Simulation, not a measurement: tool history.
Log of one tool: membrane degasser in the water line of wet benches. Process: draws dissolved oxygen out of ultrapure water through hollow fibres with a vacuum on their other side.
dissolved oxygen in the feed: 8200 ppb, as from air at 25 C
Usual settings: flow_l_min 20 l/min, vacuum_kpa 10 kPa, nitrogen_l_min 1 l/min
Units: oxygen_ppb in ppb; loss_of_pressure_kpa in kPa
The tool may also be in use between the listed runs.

run	hour	flow_l_min	vacuum_kpa	nitrogen_l_min	oxygen_ppb	loss_of_pressure_kpa
1	0	20	10	1	296.4	59.92
2	213.9	20	10	2.34	138.8	59.81
3	444.7	20	10	1	297.4	59.54
4	582	20	10	1	296.7	60.03
5	750.1	20	10	1	297	59.34
# hour 832.4: vacuum gauge calibrated
6	1002.7	20	21.7	1	761.3	59.41
7	1258.6	20	21.7	1	760.5	59.2
8	1516.2	20	16	1	538.1	59.36
9	1713.5	20	7	1	168.3	59.39
10	1963	20	7	1	169.2	58.94
11	2081.3	17	10	1	257.8	50.29
12	2282.2	20	10	1	296.5	58.9
13	2506.4	20	10	1	297.1	59.21
14	2676.5	13	10	1	201.4	38.3
15	2807.9	13	10	1	200.8	38.51
16	3029.6	13	10	1	201.7	38.43
17	3153.6	27	10	0.64	543.4	79.05
18	3286.6	20	10	0.49	530.2	58.78
19	3497.8	20	7	0.87	189.8	58.56
20	3694.8	20	6.2	1.12	121.6	58.64
21	3842.7	24	16.8	2.15	346.7	70.53
# hour 3970.8: membrane cartridge changed
22	3994.1	24	14.5	2.15	291.7	70.32
23	4164.9	24	8.7	1.49	202.6	70.48
24	4299	20	6.7	2.31	73.7	58.51
25	4428.8	27	17	2.31	365.6	78.89
26	4658	14	17	2.19	209.2	40.89
27	4895.4	14	21.4	0.8	671.3	40.97
# hour 5090.7: vacuum gauge calibrated
28	5160.9	20	10	2.63	124.8	58.23
29	5334.8	20	10	2.63	124.8	57.72
30	5497.9	20	10	2.63	125.3	57.79
# hour 5543.9: seals of the vacuum lines changed
31	5618.7	30	6.1	2.39	93.3	86.78

Forecast each of these 4 alternatives for the next run:
# hour 5703.8: gauge calibrated
A	5868.2	30	10	1	?	?
# hour 5703.8: gauge calibrated
B	5868.2	16	6.1	2.39	?	?
# hour 5703.8: gauge calibrated
C	5868.2	20	10.1	1	?	?
# hour 5703.8: gauge calibrated
D	5868.2	17	7.5	1	?	?

run	oxygen_ppb	loss_of_pressure_kpa
A	420.9	89.88
B	47.5	47.75
C	300.2	59.84
D	164.4	51.1
Without the tool's hidden state the same runs would have given:
run	oxygen_ppb	loss_of_pressure_kpa
A	420.8	89.92
B	47.5	47.78
C	300.2	59.87
D	164.4	51.12

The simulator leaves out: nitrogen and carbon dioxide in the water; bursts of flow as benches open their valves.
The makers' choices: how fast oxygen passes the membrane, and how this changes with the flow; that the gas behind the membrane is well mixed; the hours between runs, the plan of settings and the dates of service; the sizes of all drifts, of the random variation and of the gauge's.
